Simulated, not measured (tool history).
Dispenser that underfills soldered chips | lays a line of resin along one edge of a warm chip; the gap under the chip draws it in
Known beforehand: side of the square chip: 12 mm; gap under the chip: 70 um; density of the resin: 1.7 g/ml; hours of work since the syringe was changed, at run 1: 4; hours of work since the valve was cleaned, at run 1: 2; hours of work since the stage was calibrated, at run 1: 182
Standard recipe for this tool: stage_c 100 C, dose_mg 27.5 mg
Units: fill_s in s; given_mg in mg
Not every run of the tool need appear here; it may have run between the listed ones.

| run | hour | stage_c | dose_mg | hours of work since the syringe was changed | hours of work since the valve was cleaned | hours of work since the stage was calibrated | fill_s | given_mg |
|---|---|---|---|---|---|---|---|---|
| 1 | 0.0 | 100 | 27.5 | 4 | 2 | 182 | 138.7 | 27.55 |
|  | 3.1 | new syringe of resin |
|  | 11.5 | new syringe of resin |
| 2 | 14.2 | 100 | 27.5 | 2 | 13 | 193 | 131.4 | 27.39 |
|  | 20.0 | new syringe of resin |
|  | 27.8 | new syringe of resin |
| 3 | 28.2 | 113 | 27.5 | 0 | 24 | 204 | 80.7 | 26.82 |
|  | 35.5 | new syringe of resin |
| 4 | 42.1 | 113 | 27.5 | 5 | 35 | 215 | 105.1 | 26.94 |
|  | 43.9 | new syringe of resin |
|  | 52.0 | new syringe of resin |
| 5 | 52.8 | 113 | 27.5 | 1 | 43 | 223 | 82.6 | 26.56 |
|  | 60.8 | new syringe of resin |
| 6 | 65.4 | 113 | 27.5 | 4 | 53 | 232 | 97.0 | 26.58 |
|  | 69.5 | new syringe of resin |
| 7 | 73.5 | 113 | 27.5 | 3 | 59 | 239 | 95.4 | 26.37 |
|  | 77.2 | new syringe of resin |
|  | 84.8 | new syringe of resin |
| 8 | 90.7 | 90 | 27.5 | 5 | 72 | 252 | 206.5 | 26.13 |
|  | 93.7 | new syringe of resin |
|  | 101.7 | new syringe of resin |
| 9 | 101.7 | 90 | 27.5 | 0 | 80 | 260 | 155.6 | 26.07 |
|  | 109.5 | new syringe of resin |
| 10 | 110.4 | 90 | 27.5 | 1 | 87 | 267 | 169.4 | 25.82 |
|  | 117.4 | new syringe of resin |
|  | 122.7 | dispensing valve cleaned and set on the balance |
|  | 126.2 | new syringe of resin |
| 11 | 126.2 | 90 | 27.5 | 0 | 2 | 278 | 154.6 | 27.27 |
|  | 134.5 | new syringe of resin |
| 12 | 135.0 | 100 | 27.5 | 0 | 9 | 285 | 119.7 | 27.27 |
|  | 142.2 | new syringe of resin |
| 13 | 145.8 | 94 | 27.5 | 3 | 18 | 293 | 164.9 | 27.16 |
|  | 151.1 | new syringe of resin |
|  | 159.6 | new syringe of resin |
| 14 | 159.6 | 94 | 27.5 | 0 | 28 | 304 | 137.9 | 27.14 |
|  | 167.6 | new syringe of resin |
| 15 | 171.9 | 94 | 27.5 | 3 | 38 | 313 | 165.6 | 26.79 |
|  | 176.0 | new syringe of resin |
| 16 | 182.2 | 94 | 27.5 | 5 | 46 | 321 | 181.9 | 26.59 |
|  | 183.7 | new syringe of resin |
|  | 191.9 | new syringe of resin |
|  | 199.5 | new syringe of resin |
| 17 | 200.9 | 109 | 29.1 | 1 | 60 | 335 | 96.5 | 27.94 |
|  | 207.5 | new syringe of resin |
|  | 215.8 | new syringe of resin |
| 18 | 219.4 | 107 | 30.6 | 3 | 74 | 349 | 110.4 | 28.94 |
|  | 224.5 | new syringe of resin |
|  | 232.2 | new syringe of resin |
| 19 | 235.8 | 107 | 29.8 | 3 | 86 | 362 | 108.9 | 28.07 |
|  | 240.2 | new syringe of resin |
| 20 | 244.9 | 100 | 28.4 | 4 | 93 | 369 | 144.4 | 26.72 |
|  | 247.8 | dispensing valve cleaned and set on the balance |
|  | 249.6 | new syringe of resin |
|  | 257.9 | new syringe of resin |
| 21 | 258.5 | 96 | 30.0 | 0 | 8 | 379 | 133.0 | 29.99 |
|  | 266.3 | new syringe of resin |
| 22 | 268.7 | 96 | 30.0 | 2 | 16 | 386 | 145.0 | 29.62 |
|  | 274.8 | new syringe of resin |
| 23 | 277.2 | 86 | 33.2 | 2 | 22 | 393 | 201.4 | 32.85 |
|  | 282.4 | new syringe of resin |
| 24 | 286.1 | 113 | 24.0 | 3 | 29 | 400 | 97.2 | 23.57 |
|  | 290.3 | new syringe of resin |
|  | 298.3 | new syringe of resin |
| 25 | 304.3 | 87 | 25.2 | 5 | 43 | 414 | 227.1 | 24.56 |

Below, some changes in fill_s between adjacent runs. For each, the amount present without the hidden state too (settings, incoming material, random variation) and the amount remaining for the hidden state with gauge scatter not shared by both compared results:
What the log doesn't record here: resin's viscosity, % of fresh resin's; dose that the valve gives, % of what is set; true chip temperature over the reading, C; drift of the gauge itself on fill_s, %; drift of the gauge itself on given_mg, %.
Run 7 -> 8: stage_c 113 -> 90, new syringe of resin, new syringe of resin. fill_s +111.1 s: hidden state +34.7, all else +76.4.
Run 8 -> 9: new syringe of resin, new syringe of resin. fill_s -50.9 s: hidden state -48.0, all else -2.9.
Run 24 -> 25: stage_c 113 -> 87, dose_mg 24.0 -> 25.2, new syringe of resin, new syringe of resin. fill_s +129.9 s: hidden state +43.4, all else +86.5.
